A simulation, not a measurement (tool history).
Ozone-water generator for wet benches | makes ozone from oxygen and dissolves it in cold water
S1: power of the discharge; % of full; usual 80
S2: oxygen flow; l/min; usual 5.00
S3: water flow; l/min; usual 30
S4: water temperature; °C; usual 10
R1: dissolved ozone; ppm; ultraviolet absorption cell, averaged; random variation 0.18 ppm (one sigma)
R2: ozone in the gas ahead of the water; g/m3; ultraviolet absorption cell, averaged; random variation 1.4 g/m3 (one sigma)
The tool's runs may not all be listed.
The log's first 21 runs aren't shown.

run	hour	S1	S2	S3	S4	R1	R2
# hour 941.9: contactor cleaned, once more
22	967.3	79	5.00	30	18	22.3	244.3
23	1006.9	79	5.00	30	18	21.9	240.4
24	1034.7	79	5.00	30	18	22.2	241.8
25	1066.5	79	5.00	30	18	22.0	241.5
26	1096.7	86	6.64	22	18	29.4	213.0
27	1142.5	86	6.64	22	18	29.4	211.1
28	1172.7	86	6.64	22	18	29.4	214.1
29	1205.5	64	5.75	32	18	18.9	199.8
30	1244.5	64	5.75	32	18	18.7	199.5

3 ways to go on from here, each from the tool as it stands after run 30. What would each give?
A	1283.5	80	4.80	19	10	?	?
B	1283.5	71	5.75	32	7	?	?
C	1283.5	64	8.02	32	7	?	?

run	R1	R2
A	35.6	247.7
B	21.9	210.9
C	21.7	162.8
Without the tool's hidden state the same runs would have given:
run	R1	R2
A	37.8	262.2
B	23.2	222.6
C	23.0	171.3
